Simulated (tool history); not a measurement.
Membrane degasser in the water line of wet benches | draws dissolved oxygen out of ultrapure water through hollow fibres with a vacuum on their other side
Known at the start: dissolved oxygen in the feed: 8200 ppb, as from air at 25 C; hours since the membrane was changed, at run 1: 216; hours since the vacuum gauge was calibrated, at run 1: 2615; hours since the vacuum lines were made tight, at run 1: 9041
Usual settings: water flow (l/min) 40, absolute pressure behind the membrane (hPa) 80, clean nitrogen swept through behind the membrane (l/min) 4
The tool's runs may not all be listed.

run,hour,water flow (l/min),absolute pressure behind the membrane (hPa),clean nitrogen swept through behind the membrane (l/min),hours since the membrane was changed,hours since the vacuum gauge was calibrated,hours since the vacuum lines were made tight,dissolved oxygen in the water behind the degasser (ppb),pressure that the water loses in the fibres (hPa)
1,0,40,80,4,216,2615,9041,117.2,530.8
2,62.1,40,80,4,278,2677,9104,118.8,531.7
3,94.7,40,80,4,310,2710,9136,118.3,528.3
4,131.1,40,80,4,347,2746,9173,117.4,532.3
5,166.1,40,80,4,382,2781,9208,118.6,526.8
6,202.8,50,80,4,418,2818,9244,148.4,666.4
7,251.7,40,80,4,467,2867,9293,118.9,535
8,315.9,57,80,4,532,2931,9357,166.8,758.9
9,371.1,57,80,4,587,2986,9413,167.1,752.1
10,438,57,80,4,654,3053,9480,167.7,755.4
11,509.2,40,98.3,4,725,3124,9551,162,527.5
12,544.9,40,91.2,4,761,3160,9586,145.1,528.6
13,604.9,40,91.2,4,821,3220,9646,144.8,527.6
14,644.6,40,55,4,860,3259,9686,59.6,532.7
15,720.2,40,55,4,936,3335,9762,59.6,534.1
16,784.6,40,55,4,1000,3399,9826,59.7,535.4
17,827.3,40,101.4,2,1043,3442,9869,310.6,533.1
18,873,53,64.7,4,1089,3488,9914,109.6,704
19,928.6,30,64.7,2.31,1144,3543,9970,103.3,400.3
20,987.5,61,60.2,11.72,1203,3602,10029,48.6,808.4
21,1046.4,36,118.6,6.84,1262,3661,10088,114.4,479.5
22,1088.8,36,118.6,6.84,1304,3704,10130,115,477
23,1141.4,34,54.8,9.55,1357,3756,10183,22.7,452.4
24,1187.1,49,93.2,9.07,1403,3802,10229,88.5,653.4
25,1251.5,53,88.1,4.84,1467,3866,10293,154.3,704.4
26,1284.3,53,58.8,4.01,1500,3899,10326,92.2,704.5
27,1343.9,53,58.8,4.01,1560,3959,10385,92.7,703
28,1407.5,41,64.5,6.41,1623,4022,10449,55.7,547
29,1470.9,38,181.5,10.12,1687,4086,10512,140.7,508.8
30,1524.2,58,89.6,7.53,1740,4139,10566,118,774.2
31,1591.3,44,89.6,2.55,1807,4206,10633,231.2,587.1
32,1639.2,63,148,2.26,1855,4254,10681,664.3,840.6

Forecast each of these 3 alternatives for the next run:
A,1706.7,27,83.1,11.02,1922,4321,10748,?,?
B,1706.7,56,80,7.2,1922,4321,10748,?,?
C,1706.7,25,148,2.26,1922,4321,10748,?,?

run,dissolved oxygen in the water behind the degasser (ppb),pressure that the water loses in the fibres (hPa)
A,33.2,361.8
B,100,744.8
C,300.7,335.5
Without the tool's hidden state the same runs would have given:
run,dissolved oxygen in the water behind the degasser (ppb),pressure that the water loses in the fibres (hPa)
A,31.4,359.2
B,96.2,739.5
C,290.1,333.1
